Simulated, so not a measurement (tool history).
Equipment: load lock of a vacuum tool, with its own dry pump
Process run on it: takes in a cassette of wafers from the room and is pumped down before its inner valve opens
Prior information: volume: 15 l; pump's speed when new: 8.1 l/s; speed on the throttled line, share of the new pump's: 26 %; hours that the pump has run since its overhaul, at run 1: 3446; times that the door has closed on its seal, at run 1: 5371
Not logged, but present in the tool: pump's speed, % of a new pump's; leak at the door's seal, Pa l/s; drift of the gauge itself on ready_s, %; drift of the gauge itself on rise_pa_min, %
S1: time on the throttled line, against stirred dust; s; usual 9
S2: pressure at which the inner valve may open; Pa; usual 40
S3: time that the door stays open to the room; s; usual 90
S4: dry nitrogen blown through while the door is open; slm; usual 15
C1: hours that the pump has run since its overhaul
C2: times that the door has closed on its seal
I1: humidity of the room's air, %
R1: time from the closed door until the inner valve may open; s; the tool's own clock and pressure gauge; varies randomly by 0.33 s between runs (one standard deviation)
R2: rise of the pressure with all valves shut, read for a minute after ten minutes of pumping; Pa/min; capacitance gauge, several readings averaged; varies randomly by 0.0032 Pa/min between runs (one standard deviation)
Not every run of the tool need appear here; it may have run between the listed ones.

{"run": 1, "hour": 0.0, "S1": 9, "S2": 40, "S3": 90, "S4": 15, "C1": 3446, "C2": 5371, "I1": 47.3, "R1": 21.6, "R2": 0.115}
{"run": 2, "hour": 229.7, "S1": 10, "S2": 40, "S3": 90, "S4": 15, "C1": 3676, "C2": 5865, "I1": 44.9, "R1": 22.8, "R2": 0.112}
{"run": 3, "hour": 326.7, "S1": 10, "S2": 67, "S3": 90, "S4": 15, "C1": 3773, "C2": 6074, "I1": 43.4, "R1": 21.6, "R2": 0.101}
{"run": 4, "hour": 521.5, "S1": 10, "S2": 67, "S3": 90, "S4": 15, "C1": 3968, "C2": 6492, "I1": 45.4, "R1": 21.9, "R2": 0.107}
{"run": 5, "hour": 702.9, "S1": 10, "S2": 67, "S3": 90, "S4": 15, "C1": 4149, "C2": 6883, "I1": 42.8, "R1": 22.2, "R2": 0.106}
{"run": 6, "hour": 858.0, "S1": 9, "S2": 75, "S3": 90, "S4": 15, "C1": 4304, "C2": 7216, "I1": 45.7, "R1": 21.1, "R2": 0.106}
{"run": 7, "hour": 1028.2, "S1": 9, "S2": 75, "S3": 90, "S4": 15, "C1": 4475, "C2": 7582, "I1": 43.5, "R1": 20.3, "R2": 0.11}
{"run": 8, "hour": 1161.8, "S1": 9, "S2": 40, "S3": 90, "S4": 15, "C1": 4608, "C2": 7870, "I1": 44.2, "R1": 22.1, "R2": 0.109}
{"run": 9, "hour": 1369.5, "S1": 9, "S2": 40, "S3": 90, "S4": 15, "C1": 4816, "C2": 8316, "I1": 44.4, "R1": 21.7, "R2": 0.113}
{"run": 10, "hour": 1573.7, "S1": 9, "S2": 40, "S3": 90, "S4": 15, "C1": 5020, "C2": 8756, "I1": 45, "R1": 21.6, "R2": 0.112}
{"run": 11, "hour": 1744.2, "S1": 9, "S2": 40, "S3": 90, "S4": 15, "C1": 5191, "C2": 9122, "I1": 46.8, "R1": 22.1, "R2": 0.114}
{"run": 12, "hour": 1847.2, "S1": 9, "S2": 40, "S3": 90, "S4": 15, "C1": 5294, "C2": 9344, "I1": 42.2, "R1": 21.5, "R2": 0.106}
{"run": 13, "hour": 2038.5, "S1": 9, "S2": 40, "S3": 90, "S4": 15, "C1": 5485, "C2": 9755, "I1": 43.8, "R1": 21.8, "R2": 0.106}
{"run": 14, "hour": 2172.4, "S1": 9, "S2": 40, "S3": 90, "S4": 15, "C1": 5619, "C2": 10043, "I1": 47.8, "R1": 22.1, "R2": 0.123}
{"run": 15, "hour": 2406.7, "S1": 14, "S2": 37, "S3": 110, "S4": 42, "C1": 5853, "C2": 10547, "I1": 47, "R1": 25.7, "R2": 0.094}
{"run": 16, "hour": 2532.9, "S1": 8, "S2": 40, "S3": 208, "S4": 14, "C1": 5979, "C2": 10819, "I1": 45.7, "R1": 21.5, "R2": 0.179}
{"run": 17, "hour": 2703.5, "S1": 9, "S2": 51, "S3": 88, "S4": 15, "C1": 6150, "C2": 11185, "I1": 45.3, "R1": 22.2, "R2": 0.113}
{"run": 18, "hour": 2851.9, "S1": 10, "S2": 51, "S3": 228, "S4": 15, "C1": 6298, "C2": 11505, "I1": 43.9, "R1": 22.2, "R2": 0.178}

Branching from run 18: 3 alternative next runs. What would each branch give?
{"run": "A", "hour": 3015.3, "S1": 7, "S2": 41, "S3": 228, "S4": 12, "C1": 6462, "C2": 11856, "I1": 47.2, "R1": "?", "R2": "?"}
{"run": "B", "hour": 3015.3, "S1": 10, "S2": 51, "S3": 228, "S4": 26, "C1": 6462, "C2": 11856, "I1": 45.1, "R1": "?", "R2": "?"}
{"run": "C", "hour": 3015.3, "S1": 10, "S2": 71, "S3": 85, "S4": 19, "C1": 6462, "C2": 11856, "I1": 41.7, "R1": "?", "R2": "?"}

run=A R1=21 R2=0.201
run=B R1=22.3 R2=0.158
run=C R1=21.8 R2=0.101
Take away the tool's hidden state, keep each run's random variation, and the runs would have read:
run=A R1=19.7 R2=0.18
run=B R1=21.1 R2=0.138
run=C R1=20.7 R2=0.081
